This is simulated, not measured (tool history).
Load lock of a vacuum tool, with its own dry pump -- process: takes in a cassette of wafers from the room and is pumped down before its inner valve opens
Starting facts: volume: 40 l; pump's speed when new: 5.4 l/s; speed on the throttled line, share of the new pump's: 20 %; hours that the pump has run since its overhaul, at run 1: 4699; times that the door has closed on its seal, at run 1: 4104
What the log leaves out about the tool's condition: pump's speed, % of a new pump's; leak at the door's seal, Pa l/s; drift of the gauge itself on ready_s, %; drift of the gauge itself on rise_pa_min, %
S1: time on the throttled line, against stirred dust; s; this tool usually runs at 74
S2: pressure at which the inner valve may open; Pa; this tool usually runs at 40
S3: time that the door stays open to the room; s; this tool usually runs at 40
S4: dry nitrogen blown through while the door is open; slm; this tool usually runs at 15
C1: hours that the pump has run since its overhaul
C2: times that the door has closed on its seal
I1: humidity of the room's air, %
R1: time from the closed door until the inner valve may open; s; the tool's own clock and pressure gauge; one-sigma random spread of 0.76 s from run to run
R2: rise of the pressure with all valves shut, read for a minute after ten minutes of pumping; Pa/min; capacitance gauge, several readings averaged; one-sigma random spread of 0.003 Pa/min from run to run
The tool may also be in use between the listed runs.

run	hour	S1	S2	S3	S4	C1	C2	I1	R1	R2
1	0.0	74	40	40	15	4699	4104	46.0	121.9	0.036
2	104.7	74	40	40	15	4803	4365	47.7	122.7	0.037
3	208.7	74	40	40	15	4907	4624	46.5	121.5	0.032
4	341.4	74	40	40	15	5040	4955	45.8	120.6	0.039
5	423.0	74	40	31	15	5122	5159	40.8	121.8	0.026
6	504.8	74	40	31	15	5203	5363	44.1	120.8	0.026
7	580.4	74	51	40	15	5279	5551	45.1	120.3	0.039
8	696.1	74	51	40	15	5395	5840	46.7	119.6	0.041
9	780.3	74	51	40	15	5479	6050	45.7	120.4	0.034
10	845.2	39	40	40	9	5544	6212	44.8	94.4	0.041
11	988.8	39	40	40	9	5688	6570	46.5	96.5	0.042
12	1113.4	39	40	40	9	5812	6881	45.4	95.5	0.045
13	1186.3	86	40	40	9	5885	7063	42.2	132.5	0.043
14	1316.7	74	56	51	6	6015	7388	43.4	118.7	0.050
15	1434.2	74	56	51	6	6133	7681	41.7	119.9	0.053

For some of the steps in R1 from one run to the next: how much would appear even if the tool had no hidden state, given the settings, what came in and random variation, and how much remains for the hidden state plus any gauge scatter that the measured result and the result without hidden state don't share?
Run 9 -> 10: S1 74 -> 39, S2 51 -> 40, S4 15 -> 9. R1 -26.0 s: hidden state +1.2, all else -27.2.
Run 12 -> 13: S1 39 -> 86. R1 +37.0 s: hidden state -1.2, all else +38.2.
